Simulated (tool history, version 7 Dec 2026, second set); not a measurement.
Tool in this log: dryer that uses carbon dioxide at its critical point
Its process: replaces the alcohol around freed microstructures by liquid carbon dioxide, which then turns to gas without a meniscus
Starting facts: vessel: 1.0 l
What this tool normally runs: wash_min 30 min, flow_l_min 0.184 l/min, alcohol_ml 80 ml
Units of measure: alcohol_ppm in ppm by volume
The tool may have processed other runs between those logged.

run 1 hour=0 | wash_min=30 flow_l_min=0.184 alcohol_ml=80 | alcohol_ppm=1626
run 2 hour=14.3 | wash_min=30 flow_l_min=0.184 alcohol_ml=80 | alcohol_ppm=1669
run 3 hour=26.6 | wash_min=30 flow_l_min=0.184 alcohol_ml=80 | alcohol_ppm=1640
run 4 hour=36.8 | wash_min=30 flow_l_min=0.184 alcohol_ml=80 | alcohol_ppm=1592
run 5 hour=50.2 | wash_min=30 flow_l_min=0.184 alcohol_ml=80 | alcohol_ppm=1680
run 6 hour=60.9 | wash_min=30 flow_l_min=0.184 alcohol_ml=51 | alcohol_ppm=1076
run 7 hour=75.4 | wash_min=41 flow_l_min=0.173 alcohol_ml=47 | alcohol_ppm=345
run 8 hour=85.6 | wash_min=20 flow_l_min=0.153 alcohol_ml=57 | alcohol_ppm=6996
run 9 hour=102.5 | wash_min=33 flow_l_min=0.121 alcohol_ml=34 | alcohol_ppm=2211
run 10 hour=113.7 | wash_min=30 flow_l_min=0.184 alcohol_ml=34 | alcohol_ppm=745
run 11 hour=130.9 | wash_min=30 flow_l_min=0.155 alcohol_ml=34 | alcohol_ppm=1388
run 12 hour=143.6 | wash_min=30 flow_l_min=0.155 alcohol_ml=34 | alcohol_ppm=1403

Selected run-to-run steps in alcohol_ppm, each split into two signed amounts: the part the tool would show with no hidden state at all (from settings, incoming material and random variation), and the remainder, which goes to the hidden state together with any gauge scatter not common to the measured and the hidden-state-free results:
The tool's hidden condition here consists of: flow that reaches the vessel past the clogged filter, %; alcohol in the recycled carbon dioxide, ppm; drift of the gauge itself on alcohol_ppm, %.
Run 7 -> 8: wash_min 41 -> 20, flow_l_min 0.173 -> 0.153, alcohol_ml 47 -> 57. alcohol_ppm +6651 ppm by volume: hidden state +1195, all else +5456.
